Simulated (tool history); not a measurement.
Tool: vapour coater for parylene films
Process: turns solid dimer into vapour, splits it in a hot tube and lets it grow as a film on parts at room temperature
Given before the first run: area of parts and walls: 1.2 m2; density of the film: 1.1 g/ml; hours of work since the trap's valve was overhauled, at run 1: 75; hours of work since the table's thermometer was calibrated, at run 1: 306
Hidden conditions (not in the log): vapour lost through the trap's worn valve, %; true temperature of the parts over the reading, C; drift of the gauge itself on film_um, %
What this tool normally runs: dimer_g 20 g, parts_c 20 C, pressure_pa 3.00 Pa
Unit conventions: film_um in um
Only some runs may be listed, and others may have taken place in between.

run,day,dimer_g,parts_c,pressure_pa,hours of work since the trap's valve was overhauled,hours of work since the table's thermometer was calibrated,film_um
1,0.000,20,20,3.00,75,306,7.41
2,0.562,20,20,3.00,86,316,7.38
3,0.975,20,18,3.00,93,324,7.74
4,1.696,20,18,3.00,107,337,7.65
5,2.033,20,20,2.05,113,343,7.99
6,2.679,20,20,3.00,125,355,7.16
7,3.092,20,20,3.00,132,363,7.25
8,3.433,20,20,3.00,139,369,7.18
9,3.812,20,20,3.00,146,376,7.16
10,4.138,20,20,3.00,152,382,7.09
11,4.496,20,20,3.00,158,388,7.10
12,4.883,20,20,3.00,165,396,7.04
13,5.196,20,22,3.00,171,401,6.65
14,5.562,20,20,3.00,178,408,6.94
# day 5.758: trap's valve overhauled
15,6.412,20,30,3.15,12,421,5.31
16,6.750,20,15,4.60,18,427,6.94
# day 7.117: trap's valve overhauled, once more
17,7.262,9,16,2.42,3,433,4.06
18,7.908,9,16,2.42,15,445,3.99
19,8.288,9,27,3.55,21,452,2.81
20,8.933,22,16,2.20,33,464,9.90
21,9.517,27,14,2.20,44,475,12.58
22,10.054,15,21,9.15,54,484,4.29
23,10.625,15,21,9.15,64,495,4.14
24,11.100,15,21,9.15,73,504,4.34
25,11.583,20,20,9.70,82,513,5.69
26,11.883,14,18,10.54,88,518,4.12
27,12.383,11,15,4.87,97,527,4.10
28,12.967,20,20,8.12,107,538,5.77

Branching from run 28: 5 alternative next runs. What would each branch give?
A,13.638,16,20,8.12,120,550,?
B,13.638,32,31,3.00,120,550,?
C,13.638,17,20,8.12,120,550,?
D,13.638,11,20,7.66,120,550,?
E,13.638,20,20,3.00,120,550,?

run,film_um
A,4.61
B,9.02
C,4.94
D,3.31
E,7.27
Without the tool's unlogged condition, the same runs would have read:
run,film_um
A,4.93
B,9.66
C,5.29
D,3.54
E,7.78
